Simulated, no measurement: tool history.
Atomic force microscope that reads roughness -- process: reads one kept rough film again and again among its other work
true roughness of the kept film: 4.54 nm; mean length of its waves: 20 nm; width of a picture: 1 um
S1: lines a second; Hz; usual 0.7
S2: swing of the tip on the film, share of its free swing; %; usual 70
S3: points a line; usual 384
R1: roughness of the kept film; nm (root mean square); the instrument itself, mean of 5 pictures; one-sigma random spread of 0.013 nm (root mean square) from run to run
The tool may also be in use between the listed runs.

run 1 hour=0 | S1=0.7 S2=70 S3=384 | R1=2.826
run 2 hour=11.9 | S1=0.7 S2=70 S3=384 | R1=2.475
run 3 hour=21.9 | S1=0.7 S2=70 S3=446 | R1=2.27
run 4 hour=36.9 | S1=0.7 S2=70 S3=384 | R1=2.014
run 5 hour=51.4 | S1=0.7 S2=69 S3=384 | R1=1.794
run 6 hour=66.3 | S1=0.7 S2=70 S3=384 | R1=1.621
run 7 hour=77.7 | S1=0.7 S2=70 S3=384 | R1=1.529
run 8 hour=86.9 | S1=0.7 S2=75 S3=384 | R1=1.443
-- hour=89.7 new tip fitted
run 9 hour=94.1 | S1=0.624 S2=70 S3=384 | R1=2.881
run 10 hour=109.5 | S1=0.624 S2=70 S3=384 | R1=2.475
run 11 hour=118.9 | S1=0.624 S2=70 S3=384 | R1=2.26
run 12 hour=128.1 | S1=0.624 S2=70 S3=384 | R1=2.126
run 13 hour=135.8 | S1=0.624 S2=70 S3=384 | R1=2.012
-- hour=137.9 height scale calibrated on a step standard
run 14 hour=147.1 | S1=2.01 S2=56 S3=384 | R1=1.843
run 15 hour=158.1 | S1=0.7 S2=68 S3=433 | R1=1.715
run 16 hour=167.4 | S1=0.7 S2=67 S3=336 | R1=1.618
run 17 hour=182.8 | S1=0.7 S2=88 S3=753 | R1=1.449
-- hour=184.3 new tip fitted
-- hour=194.5 height scale calibrated on a step standard, once more
run 18 hour=196.2 | S1=3.919 S2=57 S3=400 | R1=2.57
run 19 hour=207.8 | S1=0.605 S2=57 S3=268 | R1=2.368
run 20 hour=218.7 | S1=0.624 S2=55 S3=517 | R1=2.212
run 21 hour=226.8 | S1=0.624 S2=55 S3=517 | R1=2.065
run 22 hour=237.8 | S1=0.53 S2=87 S3=517 | R1=1.87
run 23 hour=251.7 | S1=3.314 S2=60 S3=384 | R1=1.661
run 24 hour=258.7 | S1=0.7 S2=58 S3=929 | R1=1.684

Consider 3 possible next runs. They are alternatives, not a sequence: every one starts from the tool as it was left by run 24. What does each give?
run A hour=272.9 | S1=1.891 S2=78 S3=861 | R1=?
run B hour=272.9 | S1=0.789 S2=63 S3=365 | R1=?
run C hour=272.9 | S1=1.186 S2=71 S3=745 | R1=?

run=A R1=1.421
run=B R1=1.53
run=C R1=1.509
What these runs would have given with no unlogged condition in the tool:
run=A R1=2.829
run=B R1=3.033
run=C R1=2.994

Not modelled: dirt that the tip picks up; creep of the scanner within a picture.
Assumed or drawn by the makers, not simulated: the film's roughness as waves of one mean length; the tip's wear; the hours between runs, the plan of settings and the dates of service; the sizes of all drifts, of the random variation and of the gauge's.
